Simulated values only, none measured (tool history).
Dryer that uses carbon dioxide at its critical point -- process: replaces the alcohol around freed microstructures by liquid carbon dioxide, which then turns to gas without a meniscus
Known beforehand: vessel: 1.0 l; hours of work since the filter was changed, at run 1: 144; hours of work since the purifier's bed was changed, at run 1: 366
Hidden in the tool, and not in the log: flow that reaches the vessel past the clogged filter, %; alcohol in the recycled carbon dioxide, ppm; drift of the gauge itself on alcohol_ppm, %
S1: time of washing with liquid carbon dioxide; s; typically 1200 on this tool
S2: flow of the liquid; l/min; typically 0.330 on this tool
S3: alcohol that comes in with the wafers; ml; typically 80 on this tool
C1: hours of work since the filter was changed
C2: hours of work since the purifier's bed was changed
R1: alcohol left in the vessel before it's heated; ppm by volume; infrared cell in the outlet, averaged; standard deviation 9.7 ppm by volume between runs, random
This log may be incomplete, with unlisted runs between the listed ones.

run   hour    S1     S2   S3   C1   C2    R1
  1    0.0  1200  0.330   80  144  366   986
  2   22.3  1200  0.330   80  160  382  1051
  3   56.0  1200  0.330   80  184  406  1174
      63.0  -- inlet filter changed
  4   79.3  1200  0.330   80   12  423   640
  5  113.7  1200  0.330   80   37  447   714
  6  133.5  1200  0.330   80   51  462   755
  7  156.1  1200  0.330   80   67  478   788
  8  186.2  1200  0.330   80   89  500   843
  9  219.6  1200  0.330  104  113  524  1146
 10  237.2  1200  0.330   61  126  537   750
 11  265.1  1200  0.330   26  146  557   395
 12  293.0  1200  0.330   80  166  577  1127
 13  311.4  1020  0.266   23  179  590  1292
     323.8  -- inlet filter changed
 14  326.3  1200  0.203   21    2  600  1043
 15  346.4  1200  0.203   21   16  615  1074
 16  373.8  1680  0.372   53   36  634   109
 17  388.3  1680  0.372   53   47  645   110
 18  406.7  1080  0.385   80   60  658   625
 19  440.3  1020  0.330   53   84  682  1060
 20  454.5  1020  0.330   37   94  693   806
 21  483.3  1200  0.263   24  115  714   702
 22  498.0  1200  0.464   72  126  724   220
 23  519.5  1200  0.397   80  141  740   459
 24  545.5   900  0.237  105  160  758  9779

For each run, the measured value with the value that run would have given without the tool's hidden condition subtracted. The run-to-run variation is shared by both, the gauge scatter possibly not:
run     R1
  1   +442
  2   +500
  3   +612
  4    +97
  5   +156
  6   +195
  7   +230
  8   +290
  9   +444
 10   +327
 11   +209
 12   +567
 13   +534
 14    +80
 15   +114
 16    +84
 17    +86
 18   +193
 19   +308
 20   +267
 21   +262
 22   +149
 23   +259
 24  +2735
